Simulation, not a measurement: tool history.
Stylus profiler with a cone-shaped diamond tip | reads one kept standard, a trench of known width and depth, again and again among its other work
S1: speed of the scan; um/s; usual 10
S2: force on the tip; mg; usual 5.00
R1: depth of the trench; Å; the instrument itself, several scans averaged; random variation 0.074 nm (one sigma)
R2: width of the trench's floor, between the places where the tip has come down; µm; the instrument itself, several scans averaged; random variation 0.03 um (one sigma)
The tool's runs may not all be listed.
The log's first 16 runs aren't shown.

run 17 hour=493.9 | S1=19 S2=4.53 | R1=2053.5 R2=97.91
run 18 hour=519.3 | S1=21 S2=4.32 | R1=2051.2 R2=98.00
run 19 hour=555.4 | S1=17 S2=4.32 | R1=2052.3 R2=97.99
run 20 hour=596.7 | S1=17 S2=4.32 | R1=2051.9 R2=97.94
-- hour=609.2 height scale calibrated on a step standard, once more
run 21 hour=646.0 | S1=14 S2=2.13 | R1=2029.2 R2=97.89
run 22 hour=675.7 | S1=37 S2=8.25 | R1=2072.9 R2=97.91
run 23 hour=711.3 | S1=37 S2=8.25 | R1=2073.9 R2=97.88
run 24 hour=744.6 | S1=37 S2=8.25 | R1=2073.7 R2=97.89
run 25 hour=767.5 | S1=3 S2=7.04 | R1=2065.6 R2=97.94
run 26 hour=792.5 | S1=3 S2=7.04 | R1=2066.2 R2=97.90
run 27 hour=823.0 | S1=11 S2=1.72 | R1=2028.1 R2=97.90
run 28 hour=856.6 | S1=15 S2=1.75 | R1=2028.1 R2=97.89
run 29 hour=877.6 | S1=11 S2=11.31 | R1=2090.6 R2=97.94
run 30 hour=926.0 | S1=16 S2=1.91 | R1=2030.1 R2=97.86
run 31 hour=967.7 | S1=16 S2=1.91 | R1=2029.5 R2=97.85

Forecast each of these 3 alternatives for the next run:
run A hour=1016.6 | S1=2 S2=1.91 | R1=? R2=?
run B hour=1016.6 | S1=3 S2=3.81 | R1=? R2=?
run C hour=1016.6 | S1=16 S2=8.44 | R1=? R2=?

run=A R1=2030.2 R2=97.86
run=B R1=2046.0 R2=97.92
run=C R1=2076.4 R2=97.84
Without the tool's hidden state the same runs would have given:
run=A R1=2027.7 R2=98.25
run=B R1=2043.4 R2=98.31
run=C R1=2073.8 R2=98.23

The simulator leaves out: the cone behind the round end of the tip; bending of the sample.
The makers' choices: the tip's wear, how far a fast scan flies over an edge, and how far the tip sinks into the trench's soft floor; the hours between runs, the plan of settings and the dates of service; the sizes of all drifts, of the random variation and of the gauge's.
